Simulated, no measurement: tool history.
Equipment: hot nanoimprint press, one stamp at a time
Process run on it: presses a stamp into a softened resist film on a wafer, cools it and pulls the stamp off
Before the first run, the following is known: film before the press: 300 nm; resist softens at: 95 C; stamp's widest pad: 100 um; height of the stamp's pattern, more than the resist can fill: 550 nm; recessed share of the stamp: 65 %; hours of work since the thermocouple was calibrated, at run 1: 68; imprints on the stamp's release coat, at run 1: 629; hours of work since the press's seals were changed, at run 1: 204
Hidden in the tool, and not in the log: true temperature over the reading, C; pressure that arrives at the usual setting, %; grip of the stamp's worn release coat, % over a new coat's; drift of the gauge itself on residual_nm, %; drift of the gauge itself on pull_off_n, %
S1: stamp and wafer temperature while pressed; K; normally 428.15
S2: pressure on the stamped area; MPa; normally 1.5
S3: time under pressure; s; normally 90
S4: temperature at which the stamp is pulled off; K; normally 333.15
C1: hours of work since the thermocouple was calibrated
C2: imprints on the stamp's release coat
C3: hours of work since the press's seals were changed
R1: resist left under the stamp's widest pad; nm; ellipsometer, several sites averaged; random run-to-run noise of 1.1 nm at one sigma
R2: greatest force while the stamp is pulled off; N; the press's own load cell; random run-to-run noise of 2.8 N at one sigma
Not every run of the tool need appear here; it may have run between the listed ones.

run 1 hour=0 | S1=428.15 S2=1.5 S3=90 S4=333.15 | C1=68 C2=629 C3=204 | R1=165.9 R2=162
run 2 hour=41.6 | S1=428.15 S2=1.5 S3=90 S4=333.15 | C1=90 C2=714 C3=225 | R1=166.6 R2=169
-- hour=55 stamp cleaned and given a new release coat
run 3 hour=119.4 | S1=428.15 S2=1.5 S3=90 S4=333.15 | C1=127 C2=131 C3=262 | R1=167 R2=140
run 4 hour=189.6 | S1=428.15 S2=1.5 S3=90 S4=333.15 | C1=163 C2=275 C3=298 | R1=166.8 R2=144
run 5 hour=225.3 | S1=428.15 S2=1.5 S3=90 S4=333.15 | C1=181 C2=348 C3=317 | R1=169.8 R2=153
run 6 hour=260.4 | S1=428.15 S2=1.5 S3=90 S4=333.15 | C1=199 C2=419 C3=335 | R1=170.1 R2=155
run 7 hour=315.4 | S1=428.15 S2=1.5 S3=90 S4=333.15 | C1=228 C2=532 C3=363 | R1=169.9 R2=160
run 8 hour=391.6 | S1=428.15 S2=1.5 S3=90 S4=333.15 | C1=267 C2=688 C3=402 | R1=172.7 R2=165
-- hour=413.6 stamp cleaned and given a new release coat
-- hour=458.4 plate thermocouple calibrated
run 9 hour=458.4 | S1=428.15 S2=1.5 S3=90 S4=333.15 | C1=0 C2=86 C3=432 | R1=167.8 R2=137
run 10 hour=514.1 | S1=428.15 S2=1.5 S3=90 S4=333.15 | C1=29 C2=200 C3=461 | R1=167.5 R2=137
run 11 hour=556.1 | S1=428.15 S2=1.5 S3=90 S4=333.15 | C1=50 C2=286 C3=482 | R1=167.8 R2=144
run 12 hour=620.8 | S1=428.15 S2=1.5 S3=90 S4=333.15 | C1=84 C2=418 C3=516 | R1=167.6 R2=156
run 13 hour=664 | S1=428.15 S2=1.57 S3=90 S4=333.15 | C1=106 C2=506 C3=538 | R1=166.8 R2=158
run 14 hour=702 | S1=428.15 S2=1.57 S3=90 S4=333.15 | C1=125 C2=584 C3=557 | R1=165.7 R2=155
run 15 hour=741.6 | S1=428.15 S2=1.57 S3=90 S4=333.15 | C1=146 C2=665 C3=578 | R1=169.7 R2=158
-- hour=777 stamp cleaned and given a new release coat
run 16 hour=825.2 | S1=428.15 S2=1.57 S3=90 S4=333.15 | C1=186 C2=98 C3=618 | R1=169.7 R2=137
run 17 hour=872.8 | S1=428.15 S2=1.15 S3=86 S4=333.15 | C1=210 C2=196 C3=642 | R1=192.5 R2=142
run 18 hour=918.8 | S1=428.15 S2=1.15 S3=86 S4=333.15 | C1=234 C2=290 C3=666 | R1=193.1 R2=145
run 19 hour=988.2 | S1=427.15 S2=1.5 S3=80 S4=327.15 | C1=270 C2=432 C3=701 | R1=189.6 R2=165
-- hour=1046 plate thermocouple calibrated
run 20 hour=1051.9 | S1=427.15 S2=1.5 S3=56 S4=327.15 | C1=3 C2=556 C3=733 | R1=202 R2=176
run 21 hour=1102.7 | S1=427.15 S2=1.05 S3=67 S4=327.15 | C1=29 C2=660 C3=759 | R1=216 R2=177
-- hour=1138.9 stamp cleaned and given a new release coat
run 22 hour=1143.2 | S1=427.15 S2=1.24 S3=67 S4=327.15 | C1=47 C2=9 C3=777 | R1=206.4 R2=142
run 23 hour=1204.6 | S1=427.15 S2=1.24 S3=67 S4=327.15 | C1=78 C2=135 C3=808 | R1=207 R2=146
-- hour=1238 press's hydraulic seals changed and the load cell set to zero
run 24 hour=1281.6 | S1=428.15 S2=1.61 S3=90 S4=333.15 | C1=114 C2=276 C3=22 | R1=164.9 R2=152

Branching from run 24: 4 alternative next runs. What would each branch give?
run A hour=1333.6 | S1=428.15 S2=1.5 S3=48 S4=333.15 | C1=141 C2=382 C3=49 | R1=? R2=?
run B hour=1333.6 | S1=421.15 S2=1.61 S3=137 S4=321.15 | C1=141 C2=382 C3=49 | R1=? R2=?
run C hour=1333.6 | S1=428.15 S2=1.87 S3=90 S4=323.15 | C1=141 C2=382 C3=49 | R1=? R2=?
run D hour=1333.6 | S1=435.15 S2=1.16 S3=90 S4=327.15 | C1=141 C2=382 C3=49 | R1=? R2=?

run=A R1=204.2 R2=151
run=B R1=194.8 R2=170
run=C R1=155.9 R2=167
run=D R1=139.7 R2=161
With the hidden condition removed and each run's random variation left untouched, the same runs would have given:
run=A R1=198.5 R2=132
run=B R1=188.4 R2=148
run=C R1=150.1 R2=146
run=D R1=134.8 R2=140
